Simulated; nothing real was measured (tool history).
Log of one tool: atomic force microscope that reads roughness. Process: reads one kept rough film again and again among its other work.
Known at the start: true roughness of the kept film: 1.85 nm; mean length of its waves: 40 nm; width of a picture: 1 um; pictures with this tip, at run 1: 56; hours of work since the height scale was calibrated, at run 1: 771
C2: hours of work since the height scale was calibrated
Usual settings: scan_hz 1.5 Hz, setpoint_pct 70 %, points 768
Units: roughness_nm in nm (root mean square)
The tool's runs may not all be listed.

{"run": 1, "hour": 0.0, "scan_hz": 1.5, "setpoint_pct": 70, "points": 768, "pictures with this tip": 56, "C2": 771, "roughness_nm": 1.64}
{"hour": 42.5, "done": "new tip fitted"}
{"run": 2, "hour": 68.5, "scan_hz": 1.5, "setpoint_pct": 70, "points": 768, "pictures with this tip": 41, "C2": 808, "roughness_nm": 1.654}
{"run": 3, "hour": 111.9, "scan_hz": 1.5, "setpoint_pct": 70, "points": 768, "pictures with this tip": 110, "C2": 832, "roughness_nm": 1.661}
{"hour": 117.8, "done": "new tip fitted"}
{"run": 4, "hour": 166.9, "scan_hz": 1.5, "setpoint_pct": 70, "points": 768, "pictures with this tip": 78, "C2": 861, "roughness_nm": 1.655}
{"hour": 193.9, "done": "new tip fitted"}
{"run": 5, "hour": 224.5, "scan_hz": 0.66, "setpoint_pct": 70, "points": 768, "pictures with this tip": 48, "C2": 892, "roughness_nm": 1.721}
{"hour": 268.2, "done": "new tip fitted"}
{"run": 6, "hour": 268.2, "scan_hz": 1.5, "setpoint_pct": 70, "points": 768, "pictures with this tip": 0, "C2": 915, "roughness_nm": 1.66}
{"run": 7, "hour": 309.8, "scan_hz": 1.5, "setpoint_pct": 70, "points": 768, "pictures with this tip": 66, "C2": 938, "roughness_nm": 1.671}
{"run": 8, "hour": 338.5, "scan_hz": 1.5, "setpoint_pct": 70, "points": 768, "pictures with this tip": 112, "C2": 953, "roughness_nm": 1.653}
{"hour": 343.6, "done": "new tip fitted"}
{"run": 9, "hour": 381.1, "scan_hz": 1.5, "setpoint_pct": 70, "points": 768, "pictures with this tip": 60, "C2": 976, "roughness_nm": 1.675}
{"hour": 417.1, "done": "new tip fitted"}
{"run": 10, "hour": 432.6, "scan_hz": 1.5, "setpoint_pct": 70, "points": 768, "pictures with this tip": 25, "C2": 1003, "roughness_nm": 1.664}
{"run": 11, "hour": 464.2, "scan_hz": 1.5, "setpoint_pct": 70, "points": 827, "pictures with this tip": 75, "C2": 1020, "roughness_nm": 1.649}
{"hour": 491.5, "done": "new tip fitted"}
{"run": 12, "hour": 496.2, "scan_hz": 1.5, "setpoint_pct": 70, "points": 827, "pictures with this tip": 7, "C2": 1037, "roughness_nm": 1.663}
{"run": 13, "hour": 541.4, "scan_hz": 1.5, "setpoint_pct": 70, "points": 827, "pictures with this tip": 79, "C2": 1062, "roughness_nm": 1.661}
{"hour": 567.4, "done": "new tip fitted"}
{"run": 14, "hour": 592.9, "scan_hz": 1.5, "setpoint_pct": 70, "points": 827, "pictures with this tip": 41, "C2": 1089, "roughness_nm": 1.656}
{"run": 15, "hour": 622.3, "scan_hz": 1.5, "setpoint_pct": 70, "points": 827, "pictures with this tip": 88, "C2": 1105, "roughness_nm": 1.655}
{"hour": 642.4, "done": "new tip fitted"}
{"run": 16, "hour": 669.1, "scan_hz": 2.02, "setpoint_pct": 70, "points": 768, "pictures with this tip": 42, "C2": 1130, "roughness_nm": 1.626}
{"hour": 720.8, "done": "new tip fitted"}
{"run": 17, "hour": 722.6, "scan_hz": 1.5, "setpoint_pct": 73, "points": 768, "pictures with this tip": 2, "C2": 1159, "roughness_nm": 1.634}
{"run": 18, "hour": 753.1, "scan_hz": 1.5, "setpoint_pct": 73, "points": 768, "pictures with this tip": 51, "C2": 1175, "roughness_nm": 1.635}
{"run": 19, "hour": 783.6, "scan_hz": 2.06, "setpoint_pct": 81, "points": 718, "pictures with this tip": 99, "C2": 1192, "roughness_nm": 1.531}
{"hour": 794.9, "done": "new tip fitted"}
{"run": 20, "hour": 827.2, "scan_hz": 2.06, "setpoint_pct": 81, "points": 718, "pictures with this tip": 52, "C2": 1215, "roughness_nm": 1.527}
{"run": 21, "hour": 861.4, "scan_hz": 0.67, "setpoint_pct": 81, "points": 803, "pictures with this tip": 106, "C2": 1233, "roughness_nm": 1.694}
{"hour": 873.7, "done": "new tip fitted"}
{"run": 22, "hour": 897.3, "scan_hz": 0.67, "setpoint_pct": 81, "points": 803, "pictures with this tip": 37, "C2": 1253, "roughness_nm": 1.661}
{"hour": 952.6, "done": "new tip fitted"}
{"run": 23, "hour": 960.3, "scan_hz": 3.06, "setpoint_pct": 63, "points": 803, "pictures with this tip": 13, "C2": 1286, "roughness_nm": 1.627}
{"run": 24, "hour": 1021.5, "scan_hz": 1.71, "setpoint_pct": 85, "points": 672, "pictures with this tip": 110, "C2": 1319, "roughness_nm": 1.52}
{"hour": 1026.0, "done": "new tip fitted"}
{"run": 25, "hour": 1063.4, "scan_hz": 1.71, "setpoint_pct": 85, "points": 672, "pictures with this tip": 60, "C2": 1342, "roughness_nm": 1.524}
{"hour": 1099.0, "done": "new tip fitted"}
{"run": 26, "hour": 1099.0, "scan_hz": 1.71, "setpoint_pct": 85, "points": 672, "pictures with this tip": 0, "C2": 1361, "roughness_nm": 1.524}
{"run": 27, "hour": 1152.8, "scan_hz": 2.7, "setpoint_pct": 70, "points": 768, "pictures with this tip": 85, "C2": 1390, "roughness_nm": 1.578}
{"hour": 1175.1, "done": "new tip fitted"}
{"run": 28, "hour": 1198.6, "scan_hz": 1.79, "setpoint_pct": 70, "points": 629, "pictures with this tip": 37, "C2": 1414, "roughness_nm": 1.636}
{"hour": 1249.9, "done": "new tip fitted"}
{"run": 29, "hour": 1251.6, "scan_hz": 1.79, "setpoint_pct": 70, "points": 629, "pictures with this tip": 2, "C2": 1443, "roughness_nm": 1.64}
{"run": 30, "hour": 1286.8, "scan_hz": 1.79, "setpoint_pct": 70, "points": 629, "pictures with this tip": 58, "C2": 1462, "roughness_nm": 1.649}
{"run": 31, "hour": 1318.1, "scan_hz": 1.79, "setpoint_pct": 70, "points": 629, "pictures with this tip": 108, "C2": 1479, "roughness_nm": 1.631}
{"hour": 1324.1, "done": "new tip fitted"}
{"run": 32, "hour": 1385.1, "scan_hz": 1.79, "setpoint_pct": 70, "points": 629, "pictures with this tip": 97, "C2": 1514, "roughness_nm": 1.619}
{"hour": 1399.9, "done": "new tip fitted"}
{"run": 33, "hour": 1421.1, "scan_hz": 0.55, "setpoint_pct": 55, "points": 768, "pictures with this tip": 34, "C2": 1534, "roughness_nm": 1.738}

How the hidden state differs across the entries between the runs, from the last listed run before each to the first after it:
Between runs 1 and 2: new tip fitted (hour 42.5)
  radius of the tip, nm: 10.4 -> 10.3
Between runs 3 and 4: new tip fitted (hour 117.8)
  radius of the tip, nm: 10.7 -> 10.5
Between runs 4 and 5: new tip fitted (hour 193.9)
  radius of the tip, nm: 10.5 -> 10.3
Between runs 5 and 6: new tip fitted (hour 268.2)
  radius of the tip, nm: 10.3 -> 10
Between runs 8 and 9: new tip fitted (hour 343.6)
  radius of the tip, nm: 10.7 -> 10.4; height scale over the true one, %: 0.03 -> 0.04
Between runs 9 and 10: new tip fitted (hour 417.1)
  radius of the tip, nm: 10.4 -> 10.2
Between runs 11 and 12: new tip fitted (hour 491.5)
  radius of the tip, nm: 10.5 -> 10
Between runs 13 and 14: new tip fitted (hour 567.4)
  radius of the tip, nm: 10.5 -> 10.3
Between runs 15 and 16: new tip fitted (hour 642.4)
  radius of the tip, nm: 10.5 -> 10.3
Between runs 16 and 17: new tip fitted (hour 720.8)
  radius of the tip, nm: 10.3 -> 10
Between runs 19 and 20: new tip fitted (hour 794.9)
  radius of the tip, nm: 10.6 -> 10.4
Between runs 21 and 22: new tip fitted (hour 873.7)
  radius of the tip, nm: 10.7 -> 10.3; height scale over the true one, %: 0.04 -> 0.05
Between runs 22 and 23: new tip fitted (hour 952.6)
  radius of the tip, nm: 10.3 -> 10.1
Between runs 24 and 25: new tip fitted (hour 1026)
  radius of the tip, nm: 10.7 -> 10.4
Between runs 25 and 26: new tip fitted (hour 1099)
  radius of the tip, nm: 10.4 -> 10
Between runs 27 and 28: new tip fitted (hour 1175.1)
  radius of the tip, nm: 10.5 -> 10.3
Between runs 28 and 29: new tip fitted (hour 1249.9)
  radius of the tip, nm: 10.3 -> 10
Between runs 31 and 32: new tip fitted (hour 1324.1)
  radius of the tip, nm: 10.7 -> 10.5
Between runs 32 and 33: new tip fitted (hour 1399.9)
  radius of the tip, nm: 10.5 -> 10.3
